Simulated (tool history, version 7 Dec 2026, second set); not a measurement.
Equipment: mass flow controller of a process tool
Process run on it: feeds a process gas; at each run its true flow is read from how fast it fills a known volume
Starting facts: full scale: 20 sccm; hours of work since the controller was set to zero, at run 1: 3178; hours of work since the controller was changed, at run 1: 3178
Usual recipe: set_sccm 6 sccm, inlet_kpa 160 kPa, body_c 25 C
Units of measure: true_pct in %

| run | hour | set_sccm | inlet_kpa | body_c | hours of work since the controller was set to zero | hours of work since the controller was changed | true_pct |
|---|---|---|---|---|---|---|---|
| 1 | 0 | 6 | 160 | 25 | 3178 | 3178 | 94.7 |
| 2 | 140.4 | 6 | 263 | 25 | 3240 | 3240 | 94.88 |
| 3 | 280.1 | 6 | 263 | 25 | 3302 | 3302 | 94.77 |
| 4 | 432.7 | 6 | 160 | 25 | 3369 | 3369 | 94.47 |
| 5 | 621.1 | 6 | 160 | 25 | 3453 | 3453 | 94.32 |
| 6 | 749.6 | 6 | 160 | 25 | 3510 | 3510 | 94.34 |
| 7 | 950.5 | 6 | 160 | 25 | 3599 | 3599 | 94.19 |
| 8 | 1230 | 20 | 160 | 25 | 3723 | 3723 | 98.02 |
| 9 | 1405.1 | 20 | 160 | 25 | 3801 | 3801 | 97.8 |
| 10 | 1562.5 | 20 | 229 | 25 | 3870 | 3870 | 98.02 |
| 11 | 1840.5 | 20 | 229 | 25 | 3994 | 3994 | 97.86 |
| 12 | 1984.3 | 20 | 229 | 25 | 4058 | 4058 | 97.9 |
| 13 | 2162.7 | 20 | 229 | 25 | 4137 | 4137 | 97.78 |
| 14 | 2374.7 | 20 | 229 | 25 | 4231 | 4231 | 97.79 |
| 15 | 2607.5 | 6 | 160 | 25 | 4334 | 4334 | 93.3 |
| 16 | 2825.8 | 6 | 160 | 25 | 4431 | 4431 | 93.45 |
| 17 | 3073 | 6 | 160 | 25 | 4540 | 4540 | 93.29 |
| 18 | 3322.1 | 6 | 160 | 25 | 4651 | 4651 | 93.15 |
| 19 | 3520.6 | 6 | 160 | 25 | 4739 | 4739 | 93.08 |
| 20 | 3826.9 | 6 | 145 | 25 | 4875 | 4875 | 92.89 |
| 21 | 4096.7 | 6 | 160 | 25 | 4994 | 4994 | 92.8 |
| 22 | 4325.5 | 6 | 160 | 25 | 5096 | 5096 | 92.65 |
| 23 | 4467.1 | 7 | 160 | 25 | 5159 | 5159 | 93.29 |
| 24 | 4720.3 | 7 | 160 | 25 | 5271 | 5271 | 93.06 |
| 25 | 4863.2 | 6 | 161 | 32 | 5334 | 5334 | 92.76 |
| 26 | 5049.2 | 6 | 167 | 27 | 5417 | 5417 | 92.43 |
| 27 | 5270.3 | 18 | 158 | 36 | 5515 | 5515 | 97.15 |
| 28 | 5574.4 | 9 | 209 | 21 | 5650 | 5650 | 93.68 |
| 29 | 5797.4 | 3 | 144 | 39 | 5749 | 5749 | 87.94 |
| 30 | 5959.6 | 3 | 144 | 39 | 5820 | 5820 | 87.84 |
|  | 6083.3 | controller's zero set anew |
| 31 | 6117.5 | 3 | 144 | 39 | 15 | 5890 | 96.39 |
| 32 | 6244.4 | 17 | 152 | 39 | 71 | 5947 | 98.3 |
| 33 | 6442.4 | 17 | 152 | 39 | 159 | 6034 | 98.3 |
| 34 | 6674.6 | 14 | 263 | 33 | 262 | 6137 | 97.85 |
| 35 | 6849.8 | 4 | 163 | 32 | 340 | 6215 | 95.75 |
| 36 | 7011.6 | 9 | 163 | 25 | 412 | 6287 | 96.25 |
| 37 | 7278.5 | 9 | 163 | 25 | 530 | 6405 | 96.08 |
| 38 | 7468.6 | 9 | 163 | 25 | 614 | 6489 | 96.06 |
| 39 | 7748.3 | 6 | 191 | 25 | 738 | 6613 | 95.37 |
| 40 | 7954.9 | 6 | 191 | 25 | 830 | 6705 | 95.27 |
| 41 | 8195.5 | 8 | 224 | 25 | 937 | 6812 | 95.67 |
| 42 | 8464.4 | 6 | 206 | 38 | 1056 | 6931 | 95.98 |
| 43 | 8687.8 | 19 | 201 | 24 | 1155 | 7030 | 97.39 |
| 44 | 8875.7 | 17 | 156 | 30 | 1238 | 7113 | 97.16 |
| 45 | 9106.8 | 8 | 204 | 25 | 1341 | 7216 | 95.32 |
| 46 | 9330.6 | 2 | 160 | 29 | 1440 | 7315 | 91.92 |
| 47 | 9541.2 | 2 | 160 | 29 | 1533 | 7409 | 91.74 |
| 48 | 9751.6 | 19 | 207 | 25 | 1627 | 7502 | 97.23 |

4 ways to go on from here, each from the tool as it stands after run 48. What would each give?
| A | 9943.2 | 9 | 202 | 22 | 1712 | 7587 | ? |
| B | 9943.2 | 7 | 225 | 34 | 1712 | 7587 | ? |
| C | 9943.2 | 7 | 200 | 26 | 1712 | 7587 | ? |
| D | 9943.2 | 19 | 207 | 34 | 1712 | 7587 | ? |

| run | true_pct |
|---|---|
| A | 95.21 |
| B | 95.4 |
| C | 94.79 |
| D | 97.51 |
Without the tool's hidden state the same runs would have given:
| run | true_pct |
|---|---|
| A | 98.48 |
| B | 98.93 |
| C | 98.31 |
| D | 100.3 |
